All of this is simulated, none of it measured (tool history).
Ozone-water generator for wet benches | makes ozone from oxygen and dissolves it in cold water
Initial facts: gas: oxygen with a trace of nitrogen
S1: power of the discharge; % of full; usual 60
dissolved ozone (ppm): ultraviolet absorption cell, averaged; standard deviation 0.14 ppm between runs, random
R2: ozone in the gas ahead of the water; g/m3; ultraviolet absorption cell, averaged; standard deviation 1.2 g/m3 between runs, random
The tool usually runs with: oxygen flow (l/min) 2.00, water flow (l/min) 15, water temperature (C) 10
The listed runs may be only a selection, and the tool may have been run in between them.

Run 1, hour 0.0: usual settings. Result: dissolved ozone (ppm) 14.3, R2 197.9 g/m3.
Run 2, hour 105.9: usual settings. Result: dissolved ozone (ppm) 14.4, R2 199.1 g/m3.
Run 3, hour 234.8: usual settings. Result: dissolved ozone (ppm) 14.3, R2 195.8 g/m3.
Run 4, hour 363.5: usual settings. Result: dissolved ozone (ppm) 14.1, R2 196.3 g/m3.
At hour 441.6: contactor cleaned.
Run 5, hour 472.7: usual settings. Result: dissolved ozone (ppm) 14.5, R2 196.3 g/m3.
Run 6, hour 618.6: usual settings but oxygen flow (l/min) 2.03. Result: dissolved ozone (ppm) 14.5, R2 193.7 g/m3.
Run 7, hour 765.6: usual settings but S1 49 % of full. Result: dissolved ozone (ppm) 12.5, R2 166.0 g/m3.
Run 8, hour 898.9: usual settings but S1 49 % of full. Result: dissolved ozone (ppm) 12.3, R2 165.5 g/m3.
Run 9, hour 968.2: usual settings. Result: dissolved ozone (ppm) 14.3, R2 193.3 g/m3.
Run 10, hour 1086.6: usual settings. Result: dissolved ozone (ppm) 14.4, R2 191.0 g/m3.
Run 11, hour 1202.1: usual settings but water flow (l/min) 11. Result: dissolved ozone (ppm) 19.0, R2 190.7 g/m3.
Run 12, hour 1292.8: usual settings but S1 43 % of full. Result: dissolved ozone (ppm) 11.0, R2 147.8 g/m3.
Run 13, hour 1395.5: usual settings but S1 43 % of full. Result: dissolved ozone (ppm) 11.0, R2 149.2 g/m3.
Run 14, hour 1469.8: usual settings but water flow (l/min) 22. Result: dissolved ozone (ppm) 9.4, R2 188.9 g/m3.
Run 15, hour 1584.1: usual settings but water flow (l/min) 22. Result: dissolved ozone (ppm) 9.4, R2 188.6 g/m3.
Run 16, hour 1669.4: usual settings but water flow (l/min) 22. Result: dissolved ozone (ppm) 9.2, R2 186.6 g/m3.
Run 17, hour 1755.6: usual settings but S1 48 % of full. Result: dissolved ozone (ppm) 11.7, R2 161.4 g/m3.
Run 18, hour 1894.8: usual settings but S1 48 % of full. Result: dissolved ozone (ppm) 11.4, R2 156.4 g/m3.
At hour 1932.6: water thermometer calibrated.
Run 19, hour 2020.4: usual settings but S1 48 % of full. Result: dissolved ozone (ppm) 11.5, R2 157.4 g/m3.
Run 20, hour 2081.2: usual settings but S1 48 % of full. Result: dissolved ozone (ppm) 11.6, R2 157.7 g/m3.
Run 21, hour 2147.0: usual settings but S1 48 % of full. Result: dissolved ozone (ppm) 11.6, R2 156.0 g/m3.
Run 22, hour 2238.3: usual settings but S1 48 % of full. Result: dissolved ozone (ppm) 11.7, R2 156.7 g/m3.
Run 23, hour 2365.1: usual settings but water flow (l/min) 9, water temperature (C) 9. Result: dissolved ozone (ppm) 22.0, R2 179.8 g/m3.
Run 24, hour 2425.1: usual settings but water flow (l/min) 9, water temperature (C) 9. Result: dissolved ozone (ppm) 21.9, R2 181.9 g/m3.
Run 25, hour 2550.6: usual settings but oxygen flow (l/min) 3.02, water flow (l/min) 9, water temperature (C) 7. Result: dissolved ozone (ppm) 24.6, R2 154.4 g/m3.
Run 26, hour 2700.2: usual settings but oxygen flow (l/min) 3.02, water flow (l/min) 9, water temperature (C) 7. Result: dissolved ozone (ppm) 24.2, R2 155.4 g/m3.
Run 27, hour 2795.9: usual settings but oxygen flow (l/min) 3.02, water flow (l/min) 9, water temperature (C) 7. Result: dissolved ozone (ppm) 24.2, R2 154.2 g/m3.
Run 28, hour 2897.9: usual settings but oxygen flow (l/min) 3.02, water flow (l/min) 9, water temperature (C) 7. Result: dissolved ozone (ppm) 24.2, R2 154.3 g/m3.
Run 29, hour 2986.0: usual settings but oxygen flow (l/min) 3.02, water flow (l/min) 9, water temperature (C) 8. Result: dissolved ozone (ppm) 23.5, R2 153.7 g/m3.
Run 30, hour 3098.8: usual settings but oxygen flow (l/min) 3.02, water flow (l/min) 20, water temperature (C) 12. Result: dissolved ozone (ppm) 11.0, R2 153.1 g/m3.
Run 31, hour 3243.5: usual settings but oxygen flow (l/min) 3.02, water flow (l/min) 20, water temperature (C) 12. Result: dissolved ozone (ppm) 11.1, R2 152.0 g/m3.
Run 32, hour 3367.3: usual settings but oxygen flow (l/min) 3.02, water flow (l/min) 20, water temperature (C) 12. Result: dissolved ozone (ppm) 11.0, R2 151.7 g/m3.
At hour 3395.4: electrodes of the discharge changed.
At hour 3399.4: contactor cleaned.
Run 33, hour 3521.6: usual settings but S1 71 % of full, water flow (l/min) 13. Result: dissolved ozone (ppm) 21.5, R2 248.9 g/m3.
Run 34, hour 3644.8: usual settings but S1 56 % of full, oxygen flow (l/min) 2.40, water flow (l/min) 20. Result: dissolved ozone (ppm) 12.3, R2 190.0 g/m3.

Had the tool no unlogged condition, and each run kept its random variation, what would the results have been?
The hidden state here: yield of the discharge, % of new electrodes'; contactor's efficiency, % of a clean one's; true water temperature over the reading, C; drift of the gauge itself on ozone_ppm, %; drift of the gauge itself on gas_g_m3, %.
run  dissolved ozone (ppm)     R2
  1                   16.1  215.0
  2                   16.2  217.1
  3                   16.2  214.5
  4                   16.1  216.1
  5                   16.0  216.8
  6                   16.1  215.0
  7                   13.8  181.6
  8                   13.6  181.7
  9                   16.2  217.6
 10                   16.4  216.0
 11                   21.8  216.5
 12                   12.2  161.9
 13                   12.3  164.0
 14                   11.0  216.7
 15                   11.0  217.2
 16                   10.8  215.9
 17                   13.3  181.9
 18                   13.2  177.2
 19                   13.3  178.9
 20                   13.4  179.6
 21                   13.4  178.0
 22                   13.6  179.4
 23                   26.5  213.8
 24                   26.5  216.8
 25                   30.0  184.9
 26                   29.7  187.2
 27                   29.9  186.5
 28                   30.0  187.3
 29                   29.3  187.3
 30                   13.9  187.4
 31                   14.1  187.1
 32                   14.1  187.9
 33                   21.6  248.1
 34                   12.4  190.2
